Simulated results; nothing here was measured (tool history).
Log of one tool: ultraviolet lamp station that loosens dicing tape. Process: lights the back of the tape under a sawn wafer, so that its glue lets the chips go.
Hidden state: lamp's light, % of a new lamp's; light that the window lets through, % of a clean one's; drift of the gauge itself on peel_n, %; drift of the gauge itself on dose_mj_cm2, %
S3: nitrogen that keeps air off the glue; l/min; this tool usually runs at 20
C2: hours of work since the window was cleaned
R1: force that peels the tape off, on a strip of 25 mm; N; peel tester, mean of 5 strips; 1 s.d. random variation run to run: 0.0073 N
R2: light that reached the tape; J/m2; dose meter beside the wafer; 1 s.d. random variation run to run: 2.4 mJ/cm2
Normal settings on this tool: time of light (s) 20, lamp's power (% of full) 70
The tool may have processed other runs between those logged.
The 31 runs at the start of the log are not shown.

Run 32, hour 305.7: usual settings but time of light (s) 13; hours of work of the lamp 342; C2 53. Result: R1 0.485 N, R2 1590 J/m2.
Run 33, hour 315.6: usual settings but time of light (s) 30, S3 32 l/min; hours of work of the lamp 348; C2 59. Result: R1 0.228 N, R2 3650 J/m2.
Run 34, hour 321.8: usual settings but time of light (s) 22, S3 24 l/min; hours of work of the lamp 351; C2 62. Result: R1 0.256 N, R2 2700 J/m2.
Run 35, hour 328.3: usual settings but time of light (s) 22, lamp's power (% of full) 92, S3 8 l/min; hours of work of the lamp 355; C2 66. Result: R1 0.265 N, R2 3500 J/m2.
Run 36, hour 337.6: usual settings but time of light (s) 22, lamp's power (% of full) 90, S3 7 l/min; hours of work of the lamp 360; C2 71. Result: R1 0.271 N, R2 3450 J/m2.
Run 37, hour 345.3: usual settings but time of light (s) 18; hours of work of the lamp 365; C2 75. Result: R1 0.323 N, R2 2170 J/m2.
Run 38, hour 356.9: usual settings but time of light (s) 28, lamp's power (% of full) 80; hours of work of the lamp 371; C2 82. Result: R1 0.230 N, R2 3870 J/m2.
Run 39, hour 367.2: usual settings but time of light (s) 28, lamp's power (% of full) 77, S3 33 l/min; hours of work of the lamp 377; C2 88. Result: R1 0.224 N, R2 3680 J/m2.
Run 40, hour 373.0: usual settings but time of light (s) 26, lamp's power (% of full) 99, S3 16 l/min; hours of work of the lamp 380; C2 91. Result: R1 0.219 N, R2 4430 J/m2.

Run 41, settings as shown, results not yet in. Your forecast:
Run 41, hour 384.4: usual settings but time of light (s) 29; hours of work of the lamp 387; C2 97. Result: R1 ?, R2 ?.

R1: 0.236 N
R2: 3480 J/m2
If the tool had no hidden condition, the same run with the same run-to-run variation would have returned R1 0.229 N, R2 3920 J/m2.
